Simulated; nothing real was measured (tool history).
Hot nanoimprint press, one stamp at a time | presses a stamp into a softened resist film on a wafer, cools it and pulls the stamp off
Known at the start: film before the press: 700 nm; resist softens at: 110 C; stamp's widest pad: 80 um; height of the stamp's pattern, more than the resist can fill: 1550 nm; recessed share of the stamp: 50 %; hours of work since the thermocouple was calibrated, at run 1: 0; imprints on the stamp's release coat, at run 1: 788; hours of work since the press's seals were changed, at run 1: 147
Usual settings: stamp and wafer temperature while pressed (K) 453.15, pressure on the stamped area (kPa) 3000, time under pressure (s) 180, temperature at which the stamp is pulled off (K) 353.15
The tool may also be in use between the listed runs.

| run | hour | stamp and wafer temperature while pressed (K) | pressure on the stamped area (kPa) | time under pressure (s) | temperature at which the stamp is pulled off (K) | hours of work since the thermocouple was calibrated | imprints on the stamp's release coat | hours of work since the press's seals were changed | resist left under the stamp's widest pad (Å) | greatest force while the stamp is pulled off (N) |
|---|---|---|---|---|---|---|---|---|---|---|
| 1 | 0.0 | 453.15 | 3000 | 180 | 353.15 | 0 | 788 | 147 | 3501 | 112 |
| 2 | 31.6 | 453.15 | 3000 | 180 | 353.15 | 23 | 913 | 171 | 3521 | 114 |
| 3 | 58.1 | 453.15 | 3000 | 317 | 353.15 | 43 | 1018 | 190 | 2937 | 111 |
| 4 | 100.5 | 453.15 | 2500 | 180 | 353.15 | 74 | 1186 | 222 | 3842 | 120 |
|  | 114.7 | stamp cleaned and given a new release coat |
| 5 | 158.9 | 453.15 | 2500 | 180 | 353.15 | 113 | 175 | 261 | 3875 | 95 |
| 6 | 222.4 | 453.15 | 2500 | 180 | 353.15 | 160 | 427 | 308 | 3939 | 106 |
| 7 | 255.2 | 453.15 | 3000 | 180 | 353.15 | 185 | 557 | 332 | 3600 | 105 |
| 8 | 299.1 | 453.15 | 3000 | 180 | 353.15 | 217 | 730 | 365 | 3633 | 113 |
| 9 | 341.5 | 453.15 | 3000 | 180 | 353.15 | 249 | 899 | 396 | 3627 | 112 |
| 10 | 392.4 | 453.15 | 3000 | 180 | 353.15 | 286 | 1100 | 434 | 3601 | 116 |
|  | 429.7 | stamp cleaned and given a new release coat |
| 11 | 448.8 | 453.15 | 3000 | 123 | 353.15 | 324 | 76 | 471 | 4050 | 97 |
|  | 469.6 | plate thermocouple calibrated |
| 12 | 486.1 | 453.15 | 2510 | 180 | 353.15 | 12 | 211 | 496 | 4078 | 104 |
| 13 | 523.8 | 458.15 | 3320 | 180 | 353.15 | 40 | 361 | 524 | 2993 | 109 |
| 14 | 551.6 | 448.15 | 3000 | 161 | 353.15 | 61 | 471 | 545 | 4697 | 109 |
| 15 | 586.0 | 448.15 | 3000 | 161 | 353.15 | 86 | 607 | 571 | 4678 | 115 |
| 16 | 620.8 | 453.15 | 2250 | 180 | 353.15 | 112 | 745 | 596 | 4376 | 112 |
| 17 | 659.2 | 452.15 | 3000 | 107 | 342.15 | 141 | 897 | 625 | 4574 | 140 |
| 18 | 708.5 | 453.15 | 3000 | 180 | 339.15 | 177 | 1092 | 661 | 3864 | 153 |
|  | 746.3 | stamp cleaned and given a new release coat |
| 19 | 757.2 | 449.15 | 3050 | 225 | 359.15 | 209 | 43 | 693 | 4123 | 88 |
| 20 | 797.6 | 449.15 | 3050 | 225 | 359.15 | 239 | 204 | 723 | 4169 | 91 |
|  | 816.0 | plate thermocouple calibrated, once more |
| 21 | 846.6 | 449.15 | 3050 | 225 | 359.15 | 23 | 386 | 757 | 3801 | 92 |
| 22 | 882.8 | 452.15 | 3000 | 323 | 353.15 | 49 | 529 | 784 | 3105 | 109 |

Forecast each of these 5 alternatives for the next run:
| A | 936.2 | 445.15 | 3000 | 140 | 353.15 | 89 | 740 | 823 | ? | ? |
| B | 936.2 | 460.15 | 3000 | 101 | 358.15 | 89 | 740 | 823 | ? | ? |
| C | 936.2 | 460.15 | 2560 | 273 | 353.15 | 89 | 740 | 823 | ? | ? |
| D | 936.2 | 453.15 | 2730 | 186 | 347.15 | 89 | 740 | 823 | ? | ? |
| E | 936.2 | 452.15 | 2410 | 100 | 351.15 | 89 | 740 | 823 | ? | ? |

| run | resist left under the stamp's widest pad (Å) | greatest force while the stamp is pulled off (N) |
|---|---|---|
| A | 5063 | 105 |
| B | 3410 | 98 |
| C | 2617 | 112 |
| D | 3760 | 123 |
| E | 4850 | 113 |
Without the tool's hidden state the same runs would have given:
| run | resist left under the stamp's widest pad (Å) | greatest force while the stamp is pulled off (N) |
|---|---|---|
| A | 4944 | 91 |
| B | 3304 | 85 |
| C | 2537 | 97 |
| D | 3651 | 107 |
| E | 4747 | 98 |
